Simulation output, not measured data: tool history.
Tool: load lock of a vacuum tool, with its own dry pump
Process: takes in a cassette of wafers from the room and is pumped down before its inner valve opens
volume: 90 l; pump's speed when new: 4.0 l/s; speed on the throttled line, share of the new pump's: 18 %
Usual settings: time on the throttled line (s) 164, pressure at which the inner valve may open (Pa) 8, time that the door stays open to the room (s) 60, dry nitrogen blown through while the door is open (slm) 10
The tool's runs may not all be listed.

run	hour	time on the throttled line (s)	pressure at which the inner valve may open (Pa)	time that the door stays open to the room (s)	dry nitrogen blown through while the door is open (slm)	incoming humidity of the room's air, %	time from the closed door until the inner valve may open (s)	rise of the pressure with all valves shut (Pa/min)
1	0	164	8	60	10	45.5	354	0.062
2	107.6	164	8	60	10	44.2	350.8	0.068
3	216.1	164	8	60	10	44.3	353.9	0.068
4	325.4	164	8	60	10	44.6	352.7	0.062
5	377.7	164	8	60	10	44.8	355.6	0.067
6	424.8	164	8	60	10	47.1	352.8	0.064
7	489.5	164	8	60	10	49.3	350.9	0.075
8	603.2	164	8	60	10	45	354.6	0.07
9	668.9	164	8	60	10	48.7	354	0.077
10	756.9	164	8	60	10	38.3	352.9	0.067
11	803	164	14	47	7	43.6	339.8	0.069
12	853.1	164	14	47	7	46.5	340.2	0.071
13	905.3	164	14	47	7	44.2	339.3	0.069
14	972.2	164	7	60	10	44.2	357.6	0.073
15	1078.1	164	14	60	7	44.3	342.7	0.083
16	1130.7	164	13	60	7	44.4	342.2	0.077
17	1224.3	230	10	60	7	46.8	402.8	0.08
18	1298.8	230	10	60	7	40.6	403.1	0.081
19	1387.9	234	10	60	29	43.9	406.2	0.061
20	1458.8	164	8	60	13	44.8	354.6	0.074

3 ways to go on from here, each from the tool as it stands after run 20. What would each give?
A	1552.3	164	8	168	13	41.7	?	?
B	1552.3	153	11	48	13	42.7	?	?
C	1552.3	144	12	60	27	45.4	?	?

run	time from the closed door until the inner valve may open (s)	rise of the pressure with all valves shut (Pa/min)
A	355.2	0.103
B	338.4	0.067
C	328.5	0.072
Without the tool's hidden state the same runs would have given:
run	time from the closed door until the inner valve may open (s)	rise of the pressure with all valves shut (Pa/min)
A	347.3	0.055
B	331.1	0.021
C	321.2	0.025
